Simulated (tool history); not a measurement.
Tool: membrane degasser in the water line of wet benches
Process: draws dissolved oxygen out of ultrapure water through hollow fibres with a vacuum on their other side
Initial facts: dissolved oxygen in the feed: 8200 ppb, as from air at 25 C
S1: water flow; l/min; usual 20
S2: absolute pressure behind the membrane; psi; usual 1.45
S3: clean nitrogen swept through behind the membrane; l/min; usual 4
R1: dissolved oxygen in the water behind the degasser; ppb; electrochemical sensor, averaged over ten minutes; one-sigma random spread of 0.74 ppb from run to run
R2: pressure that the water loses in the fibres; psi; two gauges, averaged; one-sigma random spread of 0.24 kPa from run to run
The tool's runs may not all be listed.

run,hour,S1,S2,S3,R1,R2
1,0,20,1.45,4,87.3,8.797
2,91.6,31,1.45,4,137.9,13.773
3,207.8,31,1.45,4,138.5,13.766
# hour 223.1: vacuum gauge calibrated
4,255.5,20,1.45,4,87.1,8.824
5,325.9,20,1.45,4,86.5,8.837
6,390.8,20,1.45,4,88.8,8.862
7,497.5,20,1.45,4,87.3,8.978
8,582.1,20,1.45,4,88.8,8.895
9,631.6,20,1.45,4,86.7,8.828
10,701.6,13,1.45,4,58.2,5.832
11,763.7,13,1.45,4,58.9,5.77
12,813.3,20,1.45,4,88.3,8.879
# hour 829: seals of the vacuum lines changed
13,921.4,20,1.45,4,85.1,8.826
14,1034.6,20,1.45,4,85.7,8.865
15,1096.1,20,1.45,1.7,182.7,8.944
16,1207,20,1.45,1.7,186,8.828
17,1266.6,20,1.45,1.7,183.6,8.844
18,1334.3,27,1.45,1.7,248.4,11.964
19,1385.1,28,3.21,4,314.8,12.459
20,1439.4,15,1.94,4,94.4,6.695
21,1545.1,15,1.94,4,94,6.688
22,1655.4,31,1.16,8.7,52.9,13.708
23,1754.6,13,1.16,8.75,17.9,5.761
24,1833.6,13,1.16,8.75,17.8,5.794
25,1917,29,1.16,1.99,169,12.966
26,1998.5,28,2.22,1.86,412.1,12.531
27,2103.5,31,2.96,9.39,148.7,13.906
28,2195.8,12,1.68,1.85,131.5,5.375
29,2297.4,12,1.68,1.85,134.4,5.345
30,2400.8,16,1.68,7.69,43.9,7.139
31,2506.9,29,1.04,2.36,122.3,12.981

Run 32, settings as shown, results not yet in. Your forecast:
32,2609.3,15,3.57,3.77,?,?

{"run 32": {"R1": 206.6, "R2": 6.711}}
The same run, on a tool lacking any hidden state, would have yielded R1 203.7 ppb, R2 6.579 psi.

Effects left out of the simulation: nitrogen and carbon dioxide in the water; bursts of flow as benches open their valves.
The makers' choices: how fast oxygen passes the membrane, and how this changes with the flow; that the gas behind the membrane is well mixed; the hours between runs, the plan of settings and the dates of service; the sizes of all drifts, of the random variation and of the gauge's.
